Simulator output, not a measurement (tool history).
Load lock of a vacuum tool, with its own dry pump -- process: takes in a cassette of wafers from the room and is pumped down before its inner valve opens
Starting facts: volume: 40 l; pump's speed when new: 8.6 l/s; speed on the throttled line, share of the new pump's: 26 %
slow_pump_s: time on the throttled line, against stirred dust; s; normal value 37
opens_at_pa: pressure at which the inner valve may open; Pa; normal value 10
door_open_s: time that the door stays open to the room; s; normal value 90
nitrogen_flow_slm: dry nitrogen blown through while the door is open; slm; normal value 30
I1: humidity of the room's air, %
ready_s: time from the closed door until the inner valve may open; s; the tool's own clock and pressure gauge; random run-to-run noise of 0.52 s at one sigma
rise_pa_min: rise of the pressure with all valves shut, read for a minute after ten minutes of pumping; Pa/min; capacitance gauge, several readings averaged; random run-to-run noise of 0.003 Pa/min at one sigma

{"run": 1, "day": 0.0, "slow_pump_s": 37, "opens_at_pa": 10, "door_open_s": 90, "nitrogen_flow_slm": 30, "I1": 39.6, "ready_s": 69.4, "rise_pa_min": 0.038}
{"run": 2, "day": 12.167, "slow_pump_s": 37, "opens_at_pa": 9, "door_open_s": 90, "nitrogen_flow_slm": 30, "I1": 44.8, "ready_s": 71.9, "rise_pa_min": 0.047}
{"run": 3, "day": 30.838, "slow_pump_s": 37, "opens_at_pa": 9, "door_open_s": 90, "nitrogen_flow_slm": 30, "I1": 47.6, "ready_s": 71.8, "rise_pa_min": 0.051}
{"run": 4, "day": 41.425, "slow_pump_s": 37, "opens_at_pa": 9, "door_open_s": 90, "nitrogen_flow_slm": 30, "I1": 46.8, "ready_s": 72.1, "rise_pa_min": 0.063}
{"run": 5, "day": 63.75, "slow_pump_s": 37, "opens_at_pa": 9, "door_open_s": 90, "nitrogen_flow_slm": 30, "I1": 44, "ready_s": 71.6, "rise_pa_min": 0.071}
{"run": 6, "day": 84.996, "slow_pump_s": 37, "opens_at_pa": 9, "door_open_s": 90, "nitrogen_flow_slm": 30, "I1": 45.6, "ready_s": 72.8, "rise_pa_min": 0.087}
{"run": 7, "day": 100.129, "slow_pump_s": 37, "opens_at_pa": 9, "door_open_s": 90, "nitrogen_flow_slm": 30, "I1": 47.2, "ready_s": 71.9, "rise_pa_min": 0.094}
{"run": 8, "day": 123.262, "slow_pump_s": 20, "opens_at_pa": 10, "door_open_s": 90, "nitrogen_flow_slm": 30, "I1": 47.7, "ready_s": 60.3, "rise_pa_min": 0.117}
{"run": 9, "day": 138.738, "slow_pump_s": 37, "opens_at_pa": 10, "door_open_s": 90, "nitrogen_flow_slm": 30, "I1": 43.7, "ready_s": 72.6, "rise_pa_min": 0.123}
{"run": 10, "day": 150.596, "slow_pump_s": 56, "opens_at_pa": 10, "door_open_s": 90, "nitrogen_flow_slm": 30, "I1": 48.4, "ready_s": 84.5, "rise_pa_min": 0.137}
{"run": 11, "day": 173.075, "slow_pump_s": 39, "opens_at_pa": 10, "door_open_s": 81, "nitrogen_flow_slm": 5, "I1": 44.3, "ready_s": 75.4, "rise_pa_min": 0.176}
{"run": 12, "day": 183.671, "slow_pump_s": 37, "opens_at_pa": 9, "door_open_s": 82, "nitrogen_flow_slm": 30, "I1": 47.1, "ready_s": 73.5, "rise_pa_min": 0.163}
{"run": 13, "day": 201.4, "slow_pump_s": 37, "opens_at_pa": 9, "door_open_s": 82, "nitrogen_flow_slm": 30, "I1": 48.5, "ready_s": 74.3, "rise_pa_min": 0.184}
{"run": 14, "day": 218.071, "slow_pump_s": 37, "opens_at_pa": 9, "door_open_s": 82, "nitrogen_flow_slm": 30, "I1": 44.6, "ready_s": 73.7, "rise_pa_min": 0.195}
{"run": 15, "day": 236.438, "slow_pump_s": 37, "opens_at_pa": 10, "door_open_s": 176, "nitrogen_flow_slm": 15, "I1": 41.9, "ready_s": 74.1, "rise_pa_min": 0.243}
{"run": 16, "day": 254.371, "slow_pump_s": 22, "opens_at_pa": 20, "door_open_s": 239, "nitrogen_flow_slm": 14, "I1": 40.6, "ready_s": 59.9, "rise_pa_min": 0.262}
{"run": 17, "day": 266.088, "slow_pump_s": 69, "opens_at_pa": 10, "door_open_s": 239, "nitrogen_flow_slm": 14, "I1": 44.3, "ready_s": 98, "rise_pa_min": 0.281}
{"run": 18, "day": 278.379, "slow_pump_s": 69, "opens_at_pa": 10, "door_open_s": 239, "nitrogen_flow_slm": 14, "I1": 43.8, "ready_s": 97.3, "rise_pa_min": 0.297}
{"run": 19, "day": 299.717, "slow_pump_s": 69, "opens_at_pa": 10, "door_open_s": 239, "nitrogen_flow_slm": 14, "I1": 46, "ready_s": 97.2, "rise_pa_min": 0.324}
{"run": 20, "day": 310.938, "slow_pump_s": 69, "opens_at_pa": 10, "door_open_s": 239, "nitrogen_flow_slm": 14, "I1": 47, "ready_s": 97, "rise_pa_min": 0.344}

Each row is a separate what-if for the run after 20, all from the same tool condition, not one after another. Results?
{"run": "A", "day": 331.233, "slow_pump_s": 37, "opens_at_pa": 10, "door_open_s": 188, "nitrogen_flow_slm": 30, "I1": 44.4, "ready_s": "?", "rise_pa_min": "?"}
{"run": "B", "day": 331.233, "slow_pump_s": 37, "opens_at_pa": 14, "door_open_s": 90, "nitrogen_flow_slm": 5, "I1": 44.8, "ready_s": "?", "rise_pa_min": "?"}
{"run": "C", "day": 331.233, "slow_pump_s": 63, "opens_at_pa": 9, "door_open_s": 239, "nitrogen_flow_slm": 14, "I1": 41.7, "ready_s": "?", "rise_pa_min": "?"}
{"run": "D", "day": 331.233, "slow_pump_s": 40, "opens_at_pa": 10, "door_open_s": 90, "nitrogen_flow_slm": 30, "I1": 44.8, "ready_s": "?", "rise_pa_min": "?"}

run=A ready_s=76.5 rise_pa_min=0.33
run=B ready_s=74.3 rise_pa_min=0.351
run=C ready_s=94.4 rise_pa_min=0.351
run=D ready_s=76.7 rise_pa_min=0.324
With the hidden condition removed and each run's random variation left untouched, the same runs would have given:
run=A ready_s=71.5 rise_pa_min=0.034
run=B ready_s=69.6 rise_pa_min=0.051
run=C ready_s=90.3 rise_pa_min=0.055
run=D ready_s=71.9 rise_pa_min=0.027

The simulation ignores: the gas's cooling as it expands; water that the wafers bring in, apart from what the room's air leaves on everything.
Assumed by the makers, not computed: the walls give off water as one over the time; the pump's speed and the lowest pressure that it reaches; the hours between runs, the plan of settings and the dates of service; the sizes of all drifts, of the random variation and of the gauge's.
